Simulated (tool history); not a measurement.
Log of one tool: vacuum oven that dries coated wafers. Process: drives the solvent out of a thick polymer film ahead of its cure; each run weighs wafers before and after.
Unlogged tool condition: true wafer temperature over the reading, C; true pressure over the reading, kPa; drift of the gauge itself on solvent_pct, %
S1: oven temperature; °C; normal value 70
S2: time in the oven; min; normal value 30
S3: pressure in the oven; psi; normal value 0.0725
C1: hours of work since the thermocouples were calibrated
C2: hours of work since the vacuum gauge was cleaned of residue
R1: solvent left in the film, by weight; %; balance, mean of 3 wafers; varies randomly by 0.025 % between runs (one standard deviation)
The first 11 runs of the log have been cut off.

Run 12, hour 380.7: usual settings but S2 50 min, S3 0.1517 psi; C1 939; C2 573. Result: R1 1.02 %.
Run 13, hour 408.4: usual settings but S3 0.1961 psi; C1 955; C2 589. Result: R1 2.02 %.
Run 14, hour 450.4: usual settings but S3 0.1961 psi; C1 978; C2 613. Result: R1 2.06 %.
Run 15, hour 498.4: usual settings; C1 1006; C2 640. Result: R1 1.43 %.
Run 16, hour 531.5: usual settings but S1 74 °C; C1 1025; C2 659. Result: R1 0.97 %.
Run 17, hour 562.7: usual settings but S1 74 °C; C1 1042; C2 677. Result: R1 0.97 %.
Run 18, hour 586.4: usual settings but S1 74 °C; C1 1056; C2 690. Result: R1 0.97 %.
Run 19, hour 622: usual settings but S1 74 °C; C1 1076; C2 711. Result: R1 0.99 %.
Run 20, hour 669.1: usual settings but S1 73 °C; C1 1103; C2 737. Result: R1 1.07 %.
Run 21, hour 693.7: usual settings but S1 73 °C; C1 1117; C2 751. Result: R1 1.03 %.
Run 22, hour 724.7: usual settings but S1 73 °C; C1 1135; C2 769. Result: R1 1.08 %.
At hour 729.1: vacuum gauge cleaned of residue and calibrated.
Run 23, hour 765.7: usual settings but S1 73 °C, S3 0.0645 psi; C1 1157; C2 21. Result: R1 1.05 %.
Run 24, hour 795.2: usual settings but S2 35 min, S3 0.0628 psi; C1 1174; C2 38. Result: R1 1.06 %.
Run 25, hour 828.8: usual settings but S2 35 min, S3 0.0628 psi; C1 1193; C2 57. Result: R1 1.07 %.
Run 26, hour 862.6: usual settings but S1 84 °C, S2 17 min, S3 0.0906 psi; C1 1212; C2 76. Result: R1 1.15 %.
Run 27, hour 883.6: usual settings but S2 24 min; C1 1224; C2 88. Result: R1 2.17 %.
Run 28, hour 926.3: usual settings but S1 73 °C; C1 1249; C2 112. Result: R1 1.05 %.
Run 29, hour 953.3: usual settings but S1 73 °C; C1 1264; C2 128. Result: R1 1.13 %.
At hour 966.6: vacuum gauge cleaned of residue and calibrated, once more.
Run 30, hour 975: usual settings but S1 57 °C, S2 51 min, S3 0.0757 psi; C1 1276; C2 5. Result: R1 1.78 %.
Run 31, hour 1007.2: usual settings but S1 79 °C, S2 29 min, S3 0.0473 psi; C1 1294; C2 23. Result: R1 0.43 %.
Run 32, hour 1054.2: usual settings but S1 57 °C, S2 45 min, S3 0.1498 psi; C1 1321; C2 50. Result: R1 2.79 %.
Run 33, hour 1100.7: usual settings but S2 32 min, S3 0.2289 psi; C1 1347; C2 76. Result: R1 1.84 %.
Run 34, hour 1147.6: usual settings but S1 82 °C, S2 21 min, S3 0.2767 psi; C1 1374; C2 103. Result: R1 1.39 %.

4 ways to go on from here, each from the tool as it stands after run 34. What would each give?
Run A, hour 1174: usual settings but S1 83 °C, S2 52 min, S3 0.0706 psi; C1 1389; C2 118. Result: R1 ?.
Run B, hour 1174: usual settings but S1 64 °C; C1 1389; C2 118. Result: R1 ?.
Run C, hour 1174: usual settings but S1 82 °C, S2 21 min, S3 0.0702 psi; C1 1389; C2 118. Result: R1 ?.
Run D, hour 1174: usual settings but S1 55 °C, S2 18 min; C1 1389; C2 118. Result: R1 ?.

run    R1
  A  0.21
  B  2.23
  C  0.73
  D  7.27
Had the tool no hidden state, the same runs would have come out as:
run    R1
  A  0.22
  B  2.74
  C  0.96
  D     8
